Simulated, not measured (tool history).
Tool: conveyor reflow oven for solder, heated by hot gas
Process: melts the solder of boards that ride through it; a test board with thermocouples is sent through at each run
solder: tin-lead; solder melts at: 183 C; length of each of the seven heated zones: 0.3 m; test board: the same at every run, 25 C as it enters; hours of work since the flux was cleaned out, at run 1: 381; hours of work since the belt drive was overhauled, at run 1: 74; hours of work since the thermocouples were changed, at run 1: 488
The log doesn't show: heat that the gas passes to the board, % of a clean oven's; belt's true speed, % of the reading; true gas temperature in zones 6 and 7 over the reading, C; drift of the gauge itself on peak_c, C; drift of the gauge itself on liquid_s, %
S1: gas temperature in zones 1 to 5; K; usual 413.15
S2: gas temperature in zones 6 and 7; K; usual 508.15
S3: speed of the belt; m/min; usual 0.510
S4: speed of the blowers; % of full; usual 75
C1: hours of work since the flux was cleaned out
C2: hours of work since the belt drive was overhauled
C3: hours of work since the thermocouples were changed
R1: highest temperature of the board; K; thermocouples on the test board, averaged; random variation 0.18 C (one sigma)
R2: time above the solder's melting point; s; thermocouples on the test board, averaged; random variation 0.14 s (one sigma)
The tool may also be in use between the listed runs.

run	hour	S1	S2	S3	S4	C1	C2	C3	R1	R2
1	0.0	413.15	508.15	0.510	75	381	74	488	494.25	56.4
2	9.9	413.15	508.15	0.510	50	385	78	492	487.75	51.0
3	19.3	413.15	508.15	0.510	50	389	82	496	487.95	50.6
4	31.0	413.15	508.15	0.510	50	394	87	501	488.05	50.9
5	46.1	413.15	508.15	0.524	75	400	93	507	493.55	54.1
6	61.3	413.15	508.15	0.524	75	406	99	513	493.35	54.4
7	70.6	413.15	508.15	0.418	75	410	103	517	499.55	73.3
8	87.6	413.15	508.15	0.418	75	417	110	524	499.05	73.4
9	97.7	418.15	508.15	0.510	75	421	114	528	495.05	58.6
10	105.9	418.15	508.15	0.510	75	424	117	531	495.05	58.9
11	119.7	418.15	508.15	0.510	75	430	123	537	494.95	58.7
# hour 128.3: flux residue cleaned out of gas plates and filters
12	139.1	418.15	508.15	0.510	75	4	129	542	495.15	58.6
13	149.2	413.15	508.15	0.465	75	8	133	547	497.15	64.0
14	168.3	413.15	508.15	0.465	75	16	141	554	496.65	64.1
15	184.7	421.15	508.15	0.517	78	23	147	561	495.65	59.2
16	196.5	421.15	508.15	0.517	78	28	152	566	495.95	59.4
17	211.6	417.15	520.15	0.553	75	34	158	572	502.95	57.6
18	226.2	410.15	504.15	0.443	75	40	164	578	494.25	64.7
19	240.1	413.15	500.15	0.510	66	45	170	584	485.25	50.0
20	255.5	413.15	500.15	0.510	66	52	176	590	485.65	50.2
21	266.2	413.15	500.15	0.604	66	56	180	594	480.05	37.0
22	280.6	413.15	513.15	0.488	66	62	186	600	498.35	61.4
23	296.9	413.15	508.15	0.447	75	69	193	607	497.55	67.5
24	312.3	426.15	508.15	0.447	84	75	199	613	500.55	73.9
25	328.2	403.15	508.15	0.510	75	81	206	619	492.65	52.5
26	346.5	399.15	508.15	0.573	75	89	213	627	488.25	42.2
27	364.4	413.15	497.15	0.465	75	96	220	634	486.65	57.5

Forecast each of these 4 alternatives for the next run:
A	381.9	413.15	497.15	0.466	71	103	227	641	?	?
B	381.9	413.15	520.15	0.510	69	103	227	641	?	?
C	381.9	425.15	497.15	0.465	75	103	227	641	?	?
D	381.9	408.15	497.15	0.465	75	103	227	641	?	?

run	R1	R2
A	485.85	56.1
B	503.35	61.5
C	488.45	63.5
D	486.35	55.1
Without the tool's hidden state the same runs would have given:
run	R1	R2
A	485.85	56.1
B	503.25	61.4
C	488.35	63.5
D	486.25	55.1

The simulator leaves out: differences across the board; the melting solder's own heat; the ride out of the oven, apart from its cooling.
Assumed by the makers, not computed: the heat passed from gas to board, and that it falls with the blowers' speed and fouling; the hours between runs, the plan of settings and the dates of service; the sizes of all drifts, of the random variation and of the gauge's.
